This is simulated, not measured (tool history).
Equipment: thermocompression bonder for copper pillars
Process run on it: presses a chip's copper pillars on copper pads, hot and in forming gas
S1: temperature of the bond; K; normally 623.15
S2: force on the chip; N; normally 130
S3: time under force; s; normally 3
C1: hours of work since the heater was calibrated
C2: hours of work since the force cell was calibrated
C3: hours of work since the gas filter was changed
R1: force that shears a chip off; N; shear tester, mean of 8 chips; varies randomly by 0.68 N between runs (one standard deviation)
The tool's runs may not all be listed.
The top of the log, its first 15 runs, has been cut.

run,hour,S1,S2,S3,C1,C2,C3,R1
16,591.4,623.15,130,3,1518,574,53,61.7
17,633.9,623.15,102,3,1546,601,81,50.1
18,658.8,623.15,102,3,1562,617,97,50.1
19,684.5,623.15,102,3,1579,634,114,49.4
# hour 702.3: heater calibrated with a thermocouple chip
20,730.4,623.15,102,3,18,663,142,52.5
21,761.6,603.15,84,3,39,683,163,35.5
22,800.2,603.15,84,3,64,708,188,34.4
23,844.4,641.15,130,4,93,737,217,75.7
# hour 872.8: forming gas filter changed
24,875.7,641.15,130,4,113,757,2,84.8
25,897.3,616.15,130,2,127,771,16,54.8
26,940.4,623.15,80,3,155,799,44,43.6
# hour 944.1: force cell calibrated
27,973.5,623.15,80,4,175,19,65,50.0
28,1008.9,623.15,80,4,198,42,88,49.8
# hour 1042.1: force cell calibrated, once more
29,1048.5,623.15,133,4,223,4,112,69.7
30,1090.6,648.15,104,3,250,32,140,62.8
31,1129.1,614.15,156,3,275,57,165,64.9
32,1164.0,607.15,176,9,298,79,188,89.4
33,1209.2,607.15,176,9,328,109,217,88.5
34,1229.4,648.15,86,8,341,122,230,72.0
# hour 1236.4: forming gas filter changed
35,1278.3,648.15,86,8,372,153,27,77.9
36,1323.9,608.15,93,6,402,183,57,54.2
37,1358.4,603.15,94,3,424,206,79,39.3
38,1406.4,603.15,99,9,456,237,111,61.6

Here are 5 independent what-if runs from the current tool condition. What would each one return?
A,1451.2,647.15,98,9,485,266,140,?
B,1451.2,603.15,99,3,485,266,140,?
C,1451.2,623.15,162,4,485,266,140,?
D,1451.2,613.15,94,5,485,266,140,?
E,1451.2,634.15,99,9,485,266,140,?

run,R1
A,81.9
B,40.3
C,77.5
D,52.0
E,76.7
With the hidden condition removed and each run's random variation left untouched, the same runs would have given:
run,R1
A,87.6
B,43.4
C,83.0
D,55.8
E,82.1

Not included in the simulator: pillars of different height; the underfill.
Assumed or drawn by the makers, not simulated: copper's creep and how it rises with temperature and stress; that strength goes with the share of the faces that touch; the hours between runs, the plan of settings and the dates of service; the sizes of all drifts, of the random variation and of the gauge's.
